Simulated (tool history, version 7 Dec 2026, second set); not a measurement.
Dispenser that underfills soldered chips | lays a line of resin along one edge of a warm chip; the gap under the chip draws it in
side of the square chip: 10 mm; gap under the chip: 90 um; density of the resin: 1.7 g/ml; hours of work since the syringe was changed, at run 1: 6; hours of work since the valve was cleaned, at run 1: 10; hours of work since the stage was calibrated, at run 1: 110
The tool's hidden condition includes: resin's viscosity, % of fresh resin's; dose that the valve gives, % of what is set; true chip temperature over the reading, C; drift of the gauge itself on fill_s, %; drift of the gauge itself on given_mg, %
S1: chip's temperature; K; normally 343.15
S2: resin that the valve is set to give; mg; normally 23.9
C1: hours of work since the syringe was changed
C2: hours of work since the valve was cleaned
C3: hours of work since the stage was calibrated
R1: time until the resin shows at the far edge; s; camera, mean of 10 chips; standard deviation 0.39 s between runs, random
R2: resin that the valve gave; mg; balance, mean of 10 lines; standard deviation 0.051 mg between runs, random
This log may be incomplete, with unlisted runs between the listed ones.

run    day      S1    S2  C1  C2   C3    R1     R2
  1  0.000  343.15  23.9   6  10  110  30.6  23.77
     0.158  -- new syringe of resin
  2  0.238  341.15  23.9   2  14  114  30.2  23.74
  3  0.412  343.15  23.9   5  17  117  31.5  23.66
  4  0.558  343.15  23.9   7  20  120  35.1  23.67
     0.612  -- new syringe of resin
  5  0.746  339.15  23.9   2  23  123  33.5  23.57
  6  0.904  339.15  23.9   5  26  126  37.4  23.59
     1.071  -- new syringe of resin
  7  1.096  343.15  24.9   0  29  129  25.3  24.58
  8  1.238  343.15  23.9   3  32  132  28.4  23.50
  9  1.383  343.15  23.9   6  34  134  31.4  23.45
     1.517  -- new syringe of resin
 10  1.567  357.15  23.9   1  38  138  15.7  23.36
 11  1.708  357.15  23.9   3  40  140  17.6  23.23
 12  1.888  357.15  23.9   7  43  144  19.6  23.25
     1.979  -- new syringe of resin
 13  2.008  357.15  23.9   1  45  145  15.3  23.25
 14  2.200  345.15  30.7   4  49  149  26.6  29.94
     2.258  -- dispensing valve cleaned and set on the balance
 15  2.371  345.15  30.7   6   2  151  29.3  30.64
     2.471  -- new syringe of resin
 16  2.488  354.15  20.6   0   4  153  16.8  20.58
 17  2.667  352.15  24.2   4   7  157  21.2  24.04
     2.917  -- new syringe of resin
 18  2.925  335.15  24.2   0  12  161  35.7  24.05
 19  3.146  337.15  28.4   4  16  165  38.0  28.09
 20  3.308  352.15  21.4   7  19  168  24.0  21.17
     3.375  -- new syringe of resin
 21  3.467  329.15  23.9   2  22  171  49.7  23.57
 22  3.696  329.15  25.3   6  26  175  58.8  24.95
     3.833  -- new syringe of resin
 23  3.838  329.15  25.3   0  28  178  46.3  24.92
 24  4.008  339.15  27.4   3  31  181  34.5  26.93
 25  4.117  339.15  27.4   5  33  183  37.3  26.75

Each row is a separate what-if for the run after 25, all from the same tool condition, not one after another. Results?
     4.292  -- new syringe of resin
  A  4.346  339.15  25.6   1  37  187   ?   ?
     4.292  -- new syringe of resin
  B  4.346  339.15  30.3   1  37  187   ?   ?
     4.292  -- new syringe of resin
  C  4.346  339.15  25.5   1  37  187   ?   ?

run    R1     R2
  A  31.7  24.95
  B  31.5  29.61
  C  31.1  24.99
With the hidden condition removed and each run's random variation left untouched, the same runs would have given:
run    R1     R2
  A  28.6  25.57
  B  28.4  30.35
  C  28.0  25.61
